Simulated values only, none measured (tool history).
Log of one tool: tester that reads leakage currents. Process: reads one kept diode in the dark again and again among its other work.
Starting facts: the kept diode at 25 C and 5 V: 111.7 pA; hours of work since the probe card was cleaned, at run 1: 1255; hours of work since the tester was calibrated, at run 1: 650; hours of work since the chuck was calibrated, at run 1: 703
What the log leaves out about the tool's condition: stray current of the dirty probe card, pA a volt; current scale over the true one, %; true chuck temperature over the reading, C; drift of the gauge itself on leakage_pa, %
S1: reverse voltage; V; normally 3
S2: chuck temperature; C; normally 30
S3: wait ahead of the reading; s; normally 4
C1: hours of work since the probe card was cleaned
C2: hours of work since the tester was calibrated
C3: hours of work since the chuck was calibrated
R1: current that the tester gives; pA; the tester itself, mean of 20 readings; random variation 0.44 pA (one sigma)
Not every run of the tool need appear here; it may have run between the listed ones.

run 1 hour=0 | S1=3 S2=30 S3=4 | C1=1255 C2=650 C3=703 | R1=146.68
run 2 hour=24.6 | S1=3 S2=30 S3=4 | C1=1270 C2=664 C3=718 | R1=146.51
run 3 hour=38.7 | S1=3 S2=30 S3=4 | C1=1279 C2=673 C3=727 | R1=147.11
run 4 hour=68.1 | S1=3 S2=30 S3=4 | C1=1296 C2=690 C3=744 | R1=147.17
run 5 hour=82.7 | S1=7.34 S2=30 S3=4 | C1=1305 C2=699 C3=753 | R1=193.31
run 6 hour=98.1 | S1=7.34 S2=30 S3=4 | C1=1314 C2=708 C3=762 | R1=193.93
run 7 hour=126.6 | S1=7.34 S2=30 S3=4 | C1=1331 C2=725 C3=779 | R1=193.55
run 8 hour=153.1 | S1=7.34 S2=30 S3=4 | C1=1347 C2=741 C3=795 | R1=192.74
run 9 hour=180.2 | S1=7.34 S2=30 S3=4 | C1=1363 C2=757 C3=811 | R1=193.12
run 10 hour=193.2 | S1=3.93 S2=30 S3=4 | C1=1371 C2=765 C3=819 | R1=159.8
run 11 hour=211.1 | S1=3.93 S2=30 S3=4 | C1=1382 C2=776 C3=830 | R1=160.16
run 12 hour=236 | S1=16.61 S2=30 S3=4 | C1=1397 C2=791 C3=845 | R1=248.91
run 13 hour=252.8 | S1=3 S2=30 S3=1.88 | C1=1407 C2=801 C3=855 | R1=146.81
run 14 hour=281.3 | S1=3.98 S2=30 S3=4 | C1=1424 C2=818 C3=872 | R1=160.83
run 15 hour=307.9 | S1=3.98 S2=30 S3=4 | C1=1440 C2=834 C3=888 | R1=159.54
run 16 hour=333.2 | S1=3.98 S2=30 S3=3.29 | C1=1455 C2=849 C3=903 | R1=160.25
-- hour=349.6 probe card cleaned and baked
run 17 hour=360.4 | S1=3.17 S2=30 S3=4 | C1=6 C2=864 C3=917 | R1=149.38
run 18 hour=383.1 | S1=3.17 S2=30 S3=4 | C1=20 C2=877 C3=931 | R1=149.62
run 19 hour=400.2 | S1=3.17 S2=30 S3=1.05 | C1=30 C2=887 C3=941 | R1=149.43
run 20 hour=422.8 | S1=3.17 S2=30 S3=1.05 | C1=44 C2=901 C3=955 | R1=149.59
run 21 hour=441 | S1=3.17 S2=30 S3=1.05 | C1=55 C2=912 C3=966 | R1=150.05
run 22 hour=465.2 | S1=1.23 S2=23 S3=4 | C1=69 C2=926 C3=980 | R1=60.86
run 23 hour=494.5 | S1=7.56 S2=37 S3=1.26 | C1=87 C2=944 C3=998 | R1=347.55
run 24 hour=518.6 | S1=2.82 S2=30 S3=8.43 | C1=101 C2=958 C3=1012 | R1=144.39
run 25 hour=547.1 | S1=2.82 S2=30 S3=0.58 | C1=118 C2=975 C3=1029 | R1=144.07
run 26 hour=570.6 | S1=1.83 S2=26 S3=7.55 | C1=132 C2=989 C3=1043 | R1=89.15
run 27 hour=587.7 | S1=1.83 S2=26 S3=7.55 | C1=143 C2=1000 C3=1053 | R1=90
run 28 hour=617.6 | S1=1.83 S2=26 S3=7.55 | C1=160 C2=1017 C3=1071 | R1=89.29
run 29 hour=637 | S1=1.09 S2=43 S3=4 | C1=172 C2=1029 C3=1083 | R1=306.38
run 30 hour=650 | S1=3 S2=50 S3=0.4 | C1=180 C2=1037 C3=1091 | R1=719.41
run 31 hour=674.2 | S1=4.01 S2=47 S3=7.17 | C1=194 C2=1051 C3=1105 | R1=622.17
run 32 hour=702.7 | S1=4.01 S2=47 S3=7.17 | C1=211 C2=1068 C3=1122 | R1=625.26
run 33 hour=729.9 | S1=4.01 S2=47 S3=7.17 | C1=228 C2=1085 C3=1139 | R1=623.17
run 34 hour=749.8 | S1=4.01 S2=47 S3=7.17 | C1=240 C2=1097 C3=1151 | R1=621.48
run 35 hour=774.5 | S1=4.01 S2=47 S3=7.17 | C1=254 C2=1111 C3=1165 | R1=623.82
run 36 hour=794.5 | S1=3 S2=32 S3=0.81 | C1=266 C2=1123 C3=1177 | R1=174.06
run 37 hour=814.9 | S1=3 S2=25 S3=4 | C1=279 C2=1136 C3=1189 | R1=95.28
run 38 hour=840.3 | S1=3.13 S2=27 S3=1.51 | C1=294 C2=1151 C3=1205 | R1=115.84
run 39 hour=862.5 | S1=11.24 S2=22 S3=7.16 | C1=307 C2=1164 C3=1218 | R1=110.12
run 40 hour=891.7 | S1=2.67 S2=30 S3=4 | C1=325 C2=1182 C3=1235 | R1=142.08
run 41 hour=918.3 | S1=2.67 S2=30 S3=4 | C1=340 C2=1198 C3=1251 | R1=141.52

3 ways to go on from here, each from the tool as it stands after run 41. What would each give?
run A hour=931.7 | S1=3 S2=32 S3=0.33 | C1=349 C2=1206 C3=1259 | R1=?
run B hour=931.7 | S1=2.91 S2=30 S3=8.19 | C1=349 C2=1206 C3=1259 | R1=?
run C hour=931.7 | S1=5.69 S2=41 S3=4 | C1=349 C2=1206 C3=1259 | R1=?

run=A R1=175.81
run=B R1=145.27
run=C R1=439.66
With the hidden condition removed and each run's random variation left untouched, the same runs would have given:
run=A R1=176.15
run=B R1=145.55
run=C R1=440.46
